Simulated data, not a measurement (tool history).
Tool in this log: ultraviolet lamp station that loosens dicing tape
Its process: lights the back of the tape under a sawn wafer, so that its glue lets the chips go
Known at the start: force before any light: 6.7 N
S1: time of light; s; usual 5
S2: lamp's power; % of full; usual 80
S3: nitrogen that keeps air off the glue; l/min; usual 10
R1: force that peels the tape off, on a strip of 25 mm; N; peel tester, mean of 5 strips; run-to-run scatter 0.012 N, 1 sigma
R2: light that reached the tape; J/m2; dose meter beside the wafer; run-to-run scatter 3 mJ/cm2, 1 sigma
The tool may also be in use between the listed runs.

{"run": 1, "hour": 0.0, "S1": 5, "S2": 80, "S3": 10, "R1": 0.657, "R2": 4220}
{"run": 2, "hour": 54.0, "S1": 5, "S2": 80, "S3": 10, "R1": 0.644, "R2": 4100}
{"run": 3, "hour": 108.2, "S1": 5, "S2": 80, "S3": 10, "R1": 0.701, "R2": 4050}
{"hour": 187.8, "done": "window cleaned of glue's vapour"}
{"run": 4, "hour": 188.3, "S1": 5, "S2": 80, "S3": 10, "R1": 0.684, "R2": 4080}
{"run": 5, "hour": 244.1, "S1": 9, "S2": 80, "S3": 10, "R1": 0.183, "R2": 7240}
{"run": 6, "hour": 328.5, "S1": 9, "S2": 80, "S3": 10, "R1": 0.203, "R2": 6980}
{"run": 7, "hour": 385.2, "S1": 5, "S2": 75, "S3": 10, "R1": 0.922, "R2": 3590}
{"run": 8, "hour": 439.6, "S1": 5, "S2": 75, "S3": 10, "R1": 0.964, "R2": 3460}
{"run": 9, "hour": 499.2, "S1": 5, "S2": 75, "S3": 19, "R1": 0.709, "R2": 3380}
{"run": 10, "hour": 580.2, "S1": 5, "S2": 75, "S3": 19, "R1": 0.749, "R2": 3260}
{"run": 11, "hour": 659.9, "S1": 5, "S2": 75, "S3": 19, "R1": 0.816, "R2": 3090}
{"run": 12, "hour": 736.9, "S1": 5, "S2": 80, "S3": 17, "R1": 0.835, "R2": 3250}
{"hour": 758.7, "done": "window cleaned of glue's vapour"}
{"run": 13, "hour": 828.6, "S1": 5, "S2": 80, "S3": 17, "R1": 0.819, "R2": 3210}
{"run": 14, "hour": 899.4, "S1": 5, "S2": 80, "S3": 17, "R1": 0.882, "R2": 3120}
{"run": 15, "hour": 944.7, "S1": 5, "S2": 97, "S3": 10, "R1": 0.852, "R2": 3630}
{"run": 16, "hour": 992.5, "S1": 5, "S2": 80, "S3": 7, "R1": 1.488, "R2": 2950}
{"run": 17, "hour": 1034.8, "S1": 5, "S2": 80, "S3": 10, "R1": 1.308, "R2": 2900}
{"run": 18, "hour": 1085.7, "S1": 5, "S2": 80, "S3": 10, "R1": 1.337, "R2": 2800}
{"run": 19, "hour": 1126.6, "S1": 5, "S2": 80, "S3": 10, "R1": 1.41, "R2": 2790}
{"run": 20, "hour": 1170.3, "S1": 5, "S2": 80, "S3": 10, "R1": 1.494, "R2": 2730}
{"run": 21, "hour": 1231.9, "S1": 5, "S2": 80, "S3": 10, "R1": 1.505, "R2": 2600}
{"hour": 1325.7, "done": "window cleaned of glue's vapour"}
{"run": 22, "hour": 1325.7, "S1": 9, "S2": 80, "S3": 10, "R1": 0.53, "R2": 4560}
{"hour": 1350.4, "done": "lamp changed"}
{"run": 23, "hour": 1398.7, "S1": 5, "S2": 80, "S3": 13, "R1": 0.492, "R2": 4350}
{"run": 24, "hour": 1490.2, "S1": 5, "S2": 80, "S3": 6, "R1": 0.928, "R2": 4170}
{"run": 25, "hour": 1550.8, "S1": 5, "S2": 80, "S3": 6, "R1": 0.983, "R2": 4110}
{"run": 26, "hour": 1606.0, "S1": 4, "S2": 61, "S3": 4, "R1": 2.432, "R2": 2430}
{"run": 27, "hour": 1680.6, "S1": 5, "S2": 79, "S3": 16, "R1": 0.589, "R2": 3840}
{"run": 28, "hour": 1757.4, "S1": 3, "S2": 64, "S3": 15, "R1": 2.047, "R2": 1820}
{"run": 29, "hour": 1820.3, "S1": 3, "S2": 82, "S3": 15, "R1": 1.564, "R2": 2250}
{"run": 30, "hour": 1874.8, "S1": 7, "S2": 96, "S3": 8, "R1": 0.334, "R2": 6030}
{"hour": 1891.6, "done": "window cleaned of glue's vapour"}
{"run": 31, "hour": 1930.7, "S1": 7, "S2": 96, "S3": 8, "R1": 0.316, "R2": 6060}
{"run": 32, "hour": 1984.8, "S1": 7, "S2": 96, "S3": 8, "R1": 0.35, "R2": 6000}
{"run": 33, "hour": 2039.8, "S1": 7, "S2": 96, "S3": 8, "R1": 0.362, "R2": 5850}
{"run": 34, "hour": 2080.1, "S1": 3, "S2": 80, "S3": 3, "R1": 3.162, "R2": 2040}
{"run": 35, "hour": 2121.0, "S1": 3, "S2": 80, "S3": 3, "R1": 3.113, "R2": 1960}
{"run": 36, "hour": 2185.0, "S1": 3, "S2": 80, "S3": 3, "R1": 3.214, "R2": 1950}
{"run": 37, "hour": 2251.3, "S1": 3, "S2": 80, "S3": 3, "R1": 3.255, "R2": 1860}
{"run": 38, "hour": 2308.9, "S1": 5, "S2": 82, "S3": 3, "R1": 2.142, "R2": 3120}
{"run": 39, "hour": 2364.4, "S1": 4, "S2": 82, "S3": 3, "R1": 2.625, "R2": 2440}
{"run": 40, "hour": 2404.8, "S1": 9, "S2": 72, "S3": 8, "R1": 0.6, "R2": 4680}
{"hour": 2463.1, "done": "window cleaned of glue's vapour"}
{"run": 41, "hour": 2477.7, "S1": 9, "S2": 72, "S3": 8, "R1": 0.575, "R2": 4730}
{"run": 42, "hour": 2546.7, "S1": 9, "S2": 72, "S3": 8, "R1": 0.605, "R2": 4610}

Had the tool no unlogged condition, and each run kept its random variation, what would the results have been?
Unlogged tool condition in this case: lamp's light, % of a new lamp's; light that the window lets through, % of a clean one's; drift of the gauge itself on peel_n, %; drift of the gauge itself on dose_mj_cm2, %.
run=1 R1=0.565 R2=4520
run=2 R1=0.53 R2=4490
run=3 R1=0.552 R2=4530
run=4 R1=0.554 R2=4490
run=5 R1=0.144 R2=8170
run=6 R1=0.148 R2=8160
run=7 R1=0.644 R2=4290
run=8 R1=0.643 R2=4230
run=9 R1=0.425 R2=4240
run=10 R1=0.417 R2=4240
run=11 R1=0.427 R2=4180
run=12 R1=0.399 R2=4550
run=13 R1=0.39 R2=4510
run=14 R1=0.394 R2=4550
run=15 R1=0.35 R2=5420
run=16 R1=0.71 R2=4510
run=17 R1=0.558 R2=4530
run=18 R1=0.546 R2=4490
run=19 R1=0.563 R2=4550
run=20 R1=0.575 R2=4570
run=21 R1=0.551 R2=4520
run=22 R1=0.14 R2=8090
run=23 R1=0.446 R2=4540
run=24 R1=0.801 R2=4510
run=25 R1=0.814 R2=4540
run=26 R1=2.142 R2=2740
run=27 R1=0.418 R2=4450
run=28 R1=1.638 R2=2170
run=29 R1=1.131 R2=2770
run=30 R1=0.191 R2=7580
run=31 R1=0.191 R2=7510
run=32 R1=0.198 R2=7620
run=33 R1=0.192 R2=7640
run=34 R1=2.463 R2=2710
run=35 R1=2.389 R2=2680
run=36 R1=2.415 R2=2720
run=37 R1=2.387 R2=2690
run=38 R1=1.239 R2=4640
run=39 R1=1.64 R2=3720
run=40 R1=0.213 R2=7280
run=41 R1=0.209 R2=7260
run=42 R1=0.202 R2=7330

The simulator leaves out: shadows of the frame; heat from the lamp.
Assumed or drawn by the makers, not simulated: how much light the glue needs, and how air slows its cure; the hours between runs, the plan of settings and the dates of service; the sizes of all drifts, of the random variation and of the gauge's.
